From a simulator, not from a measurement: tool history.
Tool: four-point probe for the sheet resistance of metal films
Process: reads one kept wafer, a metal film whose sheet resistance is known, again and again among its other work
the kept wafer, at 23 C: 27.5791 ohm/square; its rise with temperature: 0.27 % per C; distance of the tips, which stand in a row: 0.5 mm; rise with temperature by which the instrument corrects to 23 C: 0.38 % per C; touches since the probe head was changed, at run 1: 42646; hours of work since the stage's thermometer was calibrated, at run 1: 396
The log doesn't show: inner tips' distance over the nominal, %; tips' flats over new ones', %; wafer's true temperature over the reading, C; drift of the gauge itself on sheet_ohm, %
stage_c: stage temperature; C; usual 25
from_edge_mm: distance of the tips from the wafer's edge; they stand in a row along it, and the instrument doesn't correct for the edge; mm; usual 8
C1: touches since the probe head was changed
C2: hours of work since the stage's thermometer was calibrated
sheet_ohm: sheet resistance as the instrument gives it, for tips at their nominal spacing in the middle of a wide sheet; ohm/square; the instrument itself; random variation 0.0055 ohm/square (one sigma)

run 1 day=0.000 | stage_c=25 from_edge_mm=8 | C1=42646 C2=396 | sheet_ohm=27.576850
run 2 day=2.825 | stage_c=25 from_edge_mm=8 | C1=45061 C2=424 | sheet_ohm=27.579542
run 3 day=4.892 | stage_c=25 from_edge_mm=8 | C1=46830 C2=444 | sheet_ohm=27.573880
run 4 day=7.500 | stage_c=25 from_edge_mm=8 | C1=49062 C2=469 | sheet_ohm=27.572355
run 5 day=8.883 | stage_c=25 from_edge_mm=8 | C1=50246 C2=483 | sheet_ohm=27.566882
run 6 day=10.967 | stage_c=25 from_edge_mm=26 | C1=52029 C2=503 | sheet_ohm=27.531976
run 7 day=12.404 | stage_c=25 from_edge_mm=26 | C1=53259 C2=517 | sheet_ohm=27.527899
run 8 day=14.162 | stage_c=29 from_edge_mm=26 | C1=54761 C2=534 | sheet_ohm=27.396104
run 9 day=15.621 | stage_c=26 from_edge_mm=26 | C1=56011 C2=549 | sheet_ohm=27.495523
run 10 day=17.958 | stage_c=26 from_edge_mm=26 | C1=58008 C2=571 | sheet_ohm=27.486428
run 11 day=19.996 | stage_c=25 from_edge_mm=41 | C1=59750 C2=591 | sheet_ohm=27.519343
run 12 day=22.329 | stage_c=25 from_edge_mm=41 | C1=61746 C2=614 | sheet_ohm=27.511703
run 13 day=24.550 | stage_c=25 from_edge_mm=41 | C1=63647 C2=636 | sheet_ohm=27.518060
run 14 day=25.746 | stage_c=30 from_edge_mm=7 | C1=64672 C2=647 | sheet_ohm=27.438795
run 15 day=28.579 | stage_c=30 from_edge_mm=7 | C1=67095 C2=675 | sheet_ohm=27.439606
run 16 day=30.192 | stage_c=31 from_edge_mm=33 | C1=68475 C2=691 | sheet_ohm=27.335632
run 17 day=32.008 | stage_c=32 from_edge_mm=74 | C1=70026 C2=709 | sheet_ohm=27.317519
run 18 day=33.675 | stage_c=26 from_edge_mm=8 | C1=71452 C2=725 | sheet_ohm=27.548540
run 19 day=35.350 | stage_c=26 from_edge_mm=8 | C1=72888 C2=741 | sheet_ohm=27.553255
run 20 day=37.412 | stage_c=19 from_edge_mm=22 | C1=74652 C2=761 | sheet_ohm=27.709702
run 21 day=38.879 | stage_c=19 from_edge_mm=22 | C1=75906 C2=776 | sheet_ohm=27.711783
run 22 day=41.042 | stage_c=19 from_edge_mm=22 | C1=77757 C2=797 | sheet_ohm=27.704143
run 23 day=43.717 | stage_c=21 from_edge_mm=9 | C1=80043 C2=823 | sheet_ohm=27.683643
run 24 day=45.338 | stage_c=18 from_edge_mm=19 | C1=81430 C2=839 | sheet_ohm=27.741936

4 ways to go on from here, each from the tool as it stands after run 24. What would each give?
run A day=47.367 | stage_c=25 from_edge_mm=75 | C1=83167 C2=858 | sheet_ohm=?
run B day=47.367 | stage_c=25 from_edge_mm=4 | C1=83167 C2=858 | sheet_ohm=?
run C day=47.367 | stage_c=33 from_edge_mm=12 | C1=83167 C2=858 | sheet_ohm=?
run D day=47.367 | stage_c=30 from_edge_mm=19 | C1=83167 C2=858 | sheet_ohm=?

run=A sheet_ohm=27.533936
run=B sheet_ohm=27.746178
run=C sheet_ohm=27.307178
run=D sheet_ohm=27.384277
Without the tool's hidden state the same runs would have given:
run=A sheet_ohm=27.535200
run=B sheet_ohm=27.747451
run=C sheet_ohm=27.308436
run=D sheet_ohm=27.385537

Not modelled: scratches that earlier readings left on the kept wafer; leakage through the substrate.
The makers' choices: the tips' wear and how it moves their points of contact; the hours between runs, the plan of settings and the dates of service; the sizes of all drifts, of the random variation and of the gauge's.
